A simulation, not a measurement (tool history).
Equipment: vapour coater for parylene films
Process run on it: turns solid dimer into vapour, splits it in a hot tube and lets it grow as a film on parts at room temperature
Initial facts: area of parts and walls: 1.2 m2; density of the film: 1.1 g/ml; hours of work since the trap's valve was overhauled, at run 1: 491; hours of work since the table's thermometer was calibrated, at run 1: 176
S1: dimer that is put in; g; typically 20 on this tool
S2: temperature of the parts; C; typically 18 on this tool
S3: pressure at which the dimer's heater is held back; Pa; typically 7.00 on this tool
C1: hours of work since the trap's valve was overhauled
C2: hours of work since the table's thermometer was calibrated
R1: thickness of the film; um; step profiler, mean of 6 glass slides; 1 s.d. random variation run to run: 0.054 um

Run 1, hour 0.0: usual settings; C1 491; C2 176. Result: R1 8.31 um.
Run 2, hour 40.2: usual settings; C1 520; C2 204. Result: R1 8.18 um.
At hour 69.0: trap's valve overhauled.
Run 3, hour 70.9: usual settings; C1 1; C2 224. Result: R1 8.17 um.
Run 4, hour 118.0: usual settings but S2 13 C; C1 35; C2 257. Result: R1 9.35 um.
Run 5, hour 150.8: usual settings but S1 8 g; C1 59; C2 281. Result: R1 3.27 um.
Run 6, hour 192.0: usual settings but S1 8 g; C1 88; C2 310. Result: R1 3.19 um.
Run 7, hour 237.0: usual settings but S1 8 g; C1 120; C2 343. Result: R1 3.27 um.
Run 8, hour 276.2: usual settings; C1 148; C2 371. Result: R1 8.23 um.
Run 9, hour 328.7: usual settings but S1 22 g; C1 186; C2 408. Result: R1 8.90 um.
Run 10, hour 379.8: usual settings but S1 22 g; C1 223; C2 445. Result: R1 9.08 um.
Run 11, hour 410.6: usual settings but S1 22 g; C1 245; C2 467. Result: R1 9.05 um.
Run 12, hour 442.6: usual settings but S1 9 g; C1 268; C2 490. Result: R1 3.71 um.
Run 13, hour 489.1: usual settings but S1 17 g; C1 301; C2 523. Result: R1 6.98 um.
Run 14, hour 530.5: usual settings but S1 17 g; C1 331; C2 553. Result: R1 6.96 um.
Run 15, hour 576.3: usual settings but S2 27 C; C1 363; C2 585. Result: R1 6.44 um.
Run 16, hour 617.2: usual settings but S1 27 g, S2 27 C; C1 393; C2 615. Result: R1 8.78 um.
Run 17, hour 672.0: usual settings but S1 27 g, S2 27 C; C1 432; C2 654. Result: R1 8.83 um.
Run 18, hour 715.6: usual settings; C1 463; C2 685. Result: R1 8.19 um.
Run 19, hour 743.8: usual settings; C1 483; C2 705. Result: R1 8.18 um.
Run 20, hour 777.6: usual settings; C1 508; C2 730. Result: R1 8.28 um.
At hour 825.3: trap's valve overhauled.
Run 21, hour 830.8: usual settings; C1 4; C2 765. Result: R1 8.30 um.
Run 22, hour 855.3: usual settings; C1 21; C2 782. Result: R1 8.14 um.
Run 23, hour 878.1: usual settings; C1 38; C2 799. Result: R1 8.15 um.
Run 24, hour 902.0: usual settings but S1 21 g, S2 11 C, S3 7.41 Pa; C1 55; C2 816. Result: R1 10.29 um.
Run 25, hour 932.7: usual settings but S1 26 g, S2 22 C, S3 2.07 Pa; C1 77; C2 838. Result: R1 11.76 um.
At hour 937.0: table's thermometer calibrated.
Run 26, hour 971.0: usual settings but S1 25 g; C1 104; C2 24. Result: R1 10.23 um.
Run 27, hour 995.0: usual settings but S1 36 g, S2 11 C; C1 121; C2 42. Result: R1 17.87 um.
Run 28, hour 1031.6: usual settings but S1 32 g, S2 17 C, S3 4.29 Pa; C1 147; C2 68. Result: R1 14.56 um.
Run 29, hour 1077.1: usual settings but S1 16 g, S2 13 C, S3 6.03 Pa; C1 180; C2 100. Result: R1 7.62 um.
Run 30, hour 1111.8: usual settings but S1 16 g, S2 22 C, S3 11.88 Pa; C1 204; C2 125. Result: R1 5.47 um.
Run 31, hour 1163.8: usual settings but S1 12 g, S3 3.47 Pa; C1 242; C2 162. Result: R1 5.53 um.
Run 32, hour 1186.6: usual settings but S3 3.32 Pa; C1 258; C2 179. Result: R1 9.15 um.
Run 33, hour 1218.5: usual settings but S1 14 g, S2 11 C, S3 4.68 Pa; C1 281; C2 202. Result: R1 7.30 um.
Run 34, hour 1263.2: usual settings but S1 34 g, S2 15 C, S3 6.13 Pa; C1 313; C2 234. Result: R1 15.40 um.
Run 35, hour 1309.9: usual settings but S1 30 g; C1 346; C2 267. Result: R1 12.21 um.
Run 36, hour 1364.1: usual settings but S1 12 g, S2 16 C; C1 385; C2 306. Result: R1 5.21 um.
Run 37, hour 1387.3: usual settings but S1 9 g, S2 16 C; C1 402; C2 322. Result: R1 3.87 um.
Run 38, hour 1410.9: usual settings but S2 28 C, S3 2.02 Pa; C1 419; C2 339. Result: R1 7.68 um.
Run 39, hour 1451.5: usual settings but S1 18 g, S3 4.13 Pa; C1 448; C2 368. Result: R1 7.97 um.
Run 40, hour 1485.0: usual settings but S1 10 g, S2 11 C, S3 7.55 Pa; C1 472; C2 392. Result: R1 4.75 um.
Run 41, hour 1535.9: usual settings but S1 8 g, S2 19 C, S3 5.20 Pa; C1 508; C2 429. Result: R1 3.33 um.
Run 42, hour 1569.8: usual settings but S2 17 C, S3 3.52 Pa; C1 533; C2 453. Result: R1 9.48 um.
At hour 1582.0: trap's valve overhauled.
Run 43, hour 1624.8: usual settings but S1 12 g, S2 20 C, S3 2.69 Pa; C1 31; C2 490. Result: R1 5.44 um.

For each entry between runs, how does the tool's hidden state at the last listed run before it compare with that at the first listed run after it?
Run 2 -> run 3: trap's valve overhauled (hour 69.0)
  vapour lost through the trap's worn valve, %: 0.2 -> 0
Run 20 -> run 21: trap's valve overhauled (hour 825.3)
  vapour lost through the trap's worn valve, %: 0.2 -> 0
Run 25 -> run 26: table's thermometer calibrated (hour 937.0)
  true temperature of the parts over the reading, C: 0.03 -> 0
Run 42 -> run 43: trap's valve overhauled (hour 1582.0)
  vapour lost through the trap's worn valve, %: 0.2 -> 0

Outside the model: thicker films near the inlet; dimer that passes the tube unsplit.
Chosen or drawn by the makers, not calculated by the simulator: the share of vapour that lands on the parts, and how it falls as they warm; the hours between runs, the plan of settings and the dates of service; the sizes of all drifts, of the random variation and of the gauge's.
